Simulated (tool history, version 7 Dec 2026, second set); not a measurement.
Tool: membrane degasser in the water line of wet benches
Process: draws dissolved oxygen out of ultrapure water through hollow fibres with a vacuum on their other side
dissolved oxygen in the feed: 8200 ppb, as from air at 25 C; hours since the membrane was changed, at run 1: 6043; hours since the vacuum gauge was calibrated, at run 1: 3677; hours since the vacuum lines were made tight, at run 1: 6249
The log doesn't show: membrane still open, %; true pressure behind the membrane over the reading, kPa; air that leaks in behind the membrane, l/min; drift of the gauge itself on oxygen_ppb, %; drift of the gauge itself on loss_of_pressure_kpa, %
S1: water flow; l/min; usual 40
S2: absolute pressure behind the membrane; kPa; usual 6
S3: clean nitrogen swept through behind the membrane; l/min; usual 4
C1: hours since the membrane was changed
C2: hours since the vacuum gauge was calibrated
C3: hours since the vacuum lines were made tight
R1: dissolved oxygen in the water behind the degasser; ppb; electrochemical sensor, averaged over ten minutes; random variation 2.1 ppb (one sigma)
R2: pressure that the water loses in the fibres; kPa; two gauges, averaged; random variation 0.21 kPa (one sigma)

| run | hour | S1 | S2 | S3 | C1 | C2 | C3 | R1 | R2 |
|---|---|---|---|---|---|---|---|---|---|
| 1 | 0 | 40 | 6 | 4 | 6043 | 3677 | 6249 | 209.2 | 48.17 |
| 2 | 151.6 | 40 | 6 | 4 | 6194 | 3828 | 6400 | 211.8 | 48.28 |
|  | 165.5 | vacuum gauge calibrated |
| 3 | 265.4 | 40 | 6 | 4 | 6308 | 100 | 6514 | 210.3 | 48.65 |
| 4 | 447.2 | 40 | 6 | 4 | 6489 | 282 | 6695 | 210.7 | 48.02 |
| 5 | 614.9 | 40 | 6 | 4 | 6657 | 449 | 6863 | 215.7 | 48.31 |
| 6 | 701.6 | 47 | 6 | 4 | 6744 | 536 | 6950 | 324.8 | 56.54 |
| 7 | 828.3 | 40 | 6 | 4 | 6871 | 663 | 7076 | 212.8 | 48.19 |
| 8 | 910.6 | 40 | 6 | 4 | 6953 | 745 | 7159 | 216.2 | 48 |
| 9 | 1043 | 40 | 6 | 4 | 7085 | 878 | 7291 | 214.9 | 48.09 |
| 10 | 1139.9 | 40 | 6 | 4 | 7182 | 974 | 7388 | 215.6 | 48.06 |
| 11 | 1316.7 | 40 | 6.29 | 4 | 7359 | 1151 | 7565 | 217.2 | 48.18 |
| 12 | 1482.6 | 40 | 6.29 | 4 | 7525 | 1317 | 7731 | 218.9 | 48.16 |
| 13 | 1653 | 40 | 6 | 4 | 7695 | 1487 | 7901 | 212.6 | 47.97 |
| 14 | 1813.4 | 40 | 6 | 4 | 7856 | 1648 | 8062 | 212.4 | 47.74 |
| 15 | 1927.7 | 40 | 6 | 4 | 7970 | 1762 | 8176 | 215.1 | 48.03 |
| 16 | 2038.1 | 40 | 6 | 4 | 8080 | 1873 | 8286 | 215.8 | 47.98 |
| 17 | 2187.4 | 51 | 13.33 | 3.27 | 8230 | 2022 | 8436 | 626.2 | 61.02 |
| 18 | 2367.2 | 40 | 6 | 7.73 | 8410 | 2202 | 8615 | 183 | 47.6 |
| 19 | 2474.4 | 63 | 7.29 | 7.73 | 8517 | 2309 | 8723 | 603.2 | 75.38 |
| 20 | 2596.9 | 58 | 7 | 3.19 | 8639 | 2431 | 8845 | 570.4 | 69.23 |
| 21 | 2683.2 | 40 | 6.86 | 7.23 | 8725 | 2518 | 8931 | 194.4 | 47.36 |
| 22 | 2834.1 | 32 | 14.89 | 1.62 | 8876 | 2669 | 9082 | 544.2 | 37.73 |
| 23 | 2920.1 | 32 | 14.89 | 1.62 | 8962 | 2755 | 9168 | 545.8 | 37.94 |
| 24 | 3108 | 38 | 14.89 | 1.62 | 9150 | 2943 | 9356 | 672.9 | 45.24 |
| 25 | 3195.2 | 63 | 6.3 | 4.07 | 9237 | 3030 | 9443 | 616.2 | 74.83 |
| 26 | 3360.4 | 27 | 11.15 | 6.3 | 9403 | 3195 | 9609 | 113 | 32.28 |
| 27 | 3487.7 | 27 | 3.68 | 3.72 | 9530 | 3322 | 9736 | 40.7 | 32.04 |
| 28 | 3596.2 | 27 | 3.68 | 3.72 | 9638 | 3431 | 9844 | 40.3 | 31.9 |
| 29 | 3720.1 | 49 | 9.76 | 3.72 | 9762 | 3555 | 9968 | 464.8 | 58.28 |
| 30 | 3912.7 | 32 | 3.76 | 1.9 | 9955 | 3747 | 10161 | 87.3 | 37.8 |
| 31 | 3991.3 | 32 | 3.76 | 1.9 | 10034 | 3826 | 10239 | 87.3 | 38.26 |
|  | 4002.6 | vacuum gauge calibrated |
|  | 4014 | seals of the vacuum lines changed |
| 32 | 4169.7 | 52 | 6 | 7 | 10209 | 165 | 156 | 372.6 | 61.68 |

Measured less the same run without the tool's hidden state. The same run-to-run variation is in both; the gauge's scatter may not be:
| run | R2 |
|---|---|
| 1 | +0.01 |
| 2 | -0.03 |
| 3 | -0.06 |
| 4 | -0.13 |
| 5 | -0.18 |
| 6 | -0.25 |
| 7 | -0.25 |
| 8 | -0.27 |
| 9 | -0.31 |
| 10 | -0.35 |
| 11 | -0.41 |
| 12 | -0.46 |
| 13 | -0.51 |
| 14 | -0.57 |
| 15 | -0.61 |
| 16 | -0.63 |
| 17 | -0.87 |
| 18 | -0.75 |
| 19 | -1.23 |
| 20 | -1.18 |
| 21 | -0.84 |
| 22 | -0.71 |
| 23 | -0.74 |
| 24 | -0.93 |
| 25 | -1.59 |
| 26 | -0.72 |
| 27 | -0.75 |
| 28 | -0.76 |
| 29 | -1.46 |
| 30 | -0.99 |
| 31 | -1.01 |
| 32 | -1.73 |
R1: within 0.9 ppb of the measured result in every run.
